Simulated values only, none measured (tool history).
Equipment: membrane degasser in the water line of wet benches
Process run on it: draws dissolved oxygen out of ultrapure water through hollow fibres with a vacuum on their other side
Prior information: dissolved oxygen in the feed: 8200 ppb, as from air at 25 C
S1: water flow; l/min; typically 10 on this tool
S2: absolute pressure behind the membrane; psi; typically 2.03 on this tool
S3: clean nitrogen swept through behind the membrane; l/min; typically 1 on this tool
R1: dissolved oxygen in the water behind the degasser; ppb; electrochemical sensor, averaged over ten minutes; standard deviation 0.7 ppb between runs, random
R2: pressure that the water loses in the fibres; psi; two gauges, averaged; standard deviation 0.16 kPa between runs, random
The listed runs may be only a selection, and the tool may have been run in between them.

| run | hour | S1 | S2 | S3 | R1 | R2 |
|---|---|---|---|---|---|---|
| 1 | 0 | 10 | 2.03 | 1 | 256.4 | 7.616 |
| 2 | 38.5 | 10 | 2.03 | 1 | 254.2 | 7.71 |
| 3 | 86.4 | 10 | 2.03 | 1 | 255 | 7.645 |
| 4 | 115.3 | 12 | 2.03 | 1 | 302.3 | 9.204 |
| 5 | 163.8 | 12 | 2.03 | 1 | 304.1 | 9.21 |
| 6 | 194.7 | 12 | 2.03 | 1 | 304.6 | 9.217 |
| 7 | 229.4 | 12 | 2.03 | 1 | 304 | 9.162 |
| 8 | 264.4 | 12 | 2.03 | 1 | 304 | 9.172 |
| 9 | 299.5 | 10 | 3.12 | 1 | 419.1 | 7.604 |
| 10 | 321.2 | 10 | 3.12 | 1 | 421.9 | 7.67 |
| 11 | 363.3 | 10 | 3.12 | 1 | 419.8 | 7.622 |
| 12 | 407.7 | 10 | 3.12 | 1 | 418.9 | 7.636 |
| 13 | 431.9 | 10 | 3.12 | 1 | 419.2 | 7.658 |
| 14 | 453 | 10 | 3.12 | 1 | 418.4 | 7.671 |
| 15 | 475.3 | 10 | 3.12 | 1 | 418.9 | 7.654 |
| 16 | 514.8 | 10 | 3.12 | 1 | 417.1 | 7.667 |
| 17 | 550.6 | 10 | 2.03 | 1.45 | 183.1 | 7.642 |
| 18 | 579 | 10 | 2.03 | 1.52 | 175.1 | 7.651 |
| 19 | 601.2 | 10 | 2.03 | 1.52 | 175.3 | 7.616 |
| 20 | 629.3 | 10 | 2.03 | 0.6 | 400.3 | 7.674 |
| 21 | 652.6 | 15 | 2.03 | 1 | 376 | 11.454 |
| 22 | 684.8 | 7 | 2.67 | 1 | 252.8 | 5.316 |
| 23 | 705.7 | 9 | 1.23 | 2.76 | 47.1 | 6.853 |
| 24 | 747.6 | 9 | 1.23 | 2.76 | 47.3 | 6.84 |
| 25 | 784.3 | 12 | 1.6 | 2.28 | 109.5 | 9.142 |
| 26 | 808.7 | 13 | 2.55 | 1 | 427.3 | 9.986 |
| 27 | 848.4 | 10 | 1.65 | 1 | 197.2 | 7.654 |
| 28 | 868.6 | 12 | 4.95 | 0.64 | 1146.7 | 9.103 |
| 29 | 900.7 | 7 | 3.48 | 0.42 | 731.5 | 5.374 |
| 30 | 937.4 | 10 | 1.68 | 1.18 | 173.5 | 7.649 |
| 31 | 978 | 10 | 1.68 | 1.18 | 173.8 | 7.63 |
| 32 | 999 | 8 | 1.68 | 0.45 | 327.9 | 6.134 |
| 33 | 1019.9 | 8 | 2.48 | 0.56 | 440.9 | 6.131 |

Each row is a separate what-if for the run after 33, all from the same tool condition, not one after another. Results?
| A | 1059.3 | 8 | 2.03 | 1 | ? | ? |
| B | 1059.3 | 13 | 2.03 | 0.84 | ? | ? |
| C | 1059.3 | 10 | 4.44 | 0.56 | ? | ? |

| run | R1 | R2 |
|---|---|---|
| A | 206.9 | 6.093 |
| B | 381.2 | 9.934 |
| C | 997.8 | 7.639 |
With no hidden state in the tool, these same runs would have given:
| run | R1 | R2 |
|---|---|---|
| A | 206.8 | 6.092 |
| B | 381.1 | 9.932 |
| C | 997.6 | 7.638 |
